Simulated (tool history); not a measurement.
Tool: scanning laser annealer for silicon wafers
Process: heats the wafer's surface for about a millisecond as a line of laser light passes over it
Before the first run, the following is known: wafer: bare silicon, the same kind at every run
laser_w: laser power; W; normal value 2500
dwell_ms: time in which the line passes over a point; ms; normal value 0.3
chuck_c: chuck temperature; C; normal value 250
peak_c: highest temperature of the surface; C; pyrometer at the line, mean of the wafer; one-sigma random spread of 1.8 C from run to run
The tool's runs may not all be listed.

{"run": 1, "hour": 0.0, "laser_w": 2500, "dwell_ms": 0.3, "chuck_c": 250, "peak_c": 958}
{"run": 2, "hour": 22.7, "laser_w": 2500, "dwell_ms": 0.3, "chuck_c": 250, "peak_c": 955}
{"run": 3, "hour": 50.7, "laser_w": 2500, "dwell_ms": 0.3, "chuck_c": 250, "peak_c": 955}
{"run": 4, "hour": 80.7, "laser_w": 2500, "dwell_ms": 0.3, "chuck_c": 250, "peak_c": 956}
{"run": 5, "hour": 104.0, "laser_w": 2480, "dwell_ms": 0.3, "chuck_c": 250, "peak_c": 949}
{"run": 6, "hour": 134.1, "laser_w": 2480, "dwell_ms": 0.3, "chuck_c": 250, "peak_c": 949}
{"run": 7, "hour": 152.8, "laser_w": 2500, "dwell_ms": 0.3, "chuck_c": 250, "peak_c": 958}
{"run": 8, "hour": 169.1, "laser_w": 2500, "dwell_ms": 0.3, "chuck_c": 223, "peak_c": 930}
{"hour": 182.6, "done": "window over the wafer cleaned"}
{"run": 9, "hour": 201.6, "laser_w": 2500, "dwell_ms": 0.3, "chuck_c": 250, "peak_c": 956}
{"run": 10, "hour": 232.9, "laser_w": 2500, "dwell_ms": 0.3, "chuck_c": 250, "peak_c": 959}
{"run": 11, "hour": 259.8, "laser_w": 2500, "dwell_ms": 0.3, "chuck_c": 250, "peak_c": 959}
{"run": 12, "hour": 290.9, "laser_w": 2500, "dwell_ms": 0.3, "chuck_c": 250, "peak_c": 956}
{"run": 13, "hour": 313.7, "laser_w": 2500, "dwell_ms": 0.3, "chuck_c": 250, "peak_c": 956}
{"run": 14, "hour": 340.2, "laser_w": 2463, "dwell_ms": 0.231, "chuck_c": 277, "peak_c": 894}
{"run": 15, "hour": 354.3, "laser_w": 2433, "dwell_ms": 0.321, "chuck_c": 260, "peak_c": 968}
{"run": 16, "hour": 387.4, "laser_w": 2208, "dwell_ms": 0.321, "chuck_c": 287, "peak_c": 934}
{"run": 17, "hour": 402.3, "laser_w": 2208, "dwell_ms": 0.321, "chuck_c": 287, "peak_c": 936}
{"run": 18, "hour": 436.0, "laser_w": 2500, "dwell_ms": 0.374, "chuck_c": 250, "peak_c": 1033}

Estimate the outcome of run 19 from the log above:
{"run": 19, "hour": 454.0, "laser_w": 2500, "dwell_ms": 0.374, "chuck_c": 250, "peak_c": "?"}

For run 19 the tool returned peak_c 1031 C.
With the hidden condition absent and the run-to-run variation left alone, this run would have shown peak_c 1032 C.

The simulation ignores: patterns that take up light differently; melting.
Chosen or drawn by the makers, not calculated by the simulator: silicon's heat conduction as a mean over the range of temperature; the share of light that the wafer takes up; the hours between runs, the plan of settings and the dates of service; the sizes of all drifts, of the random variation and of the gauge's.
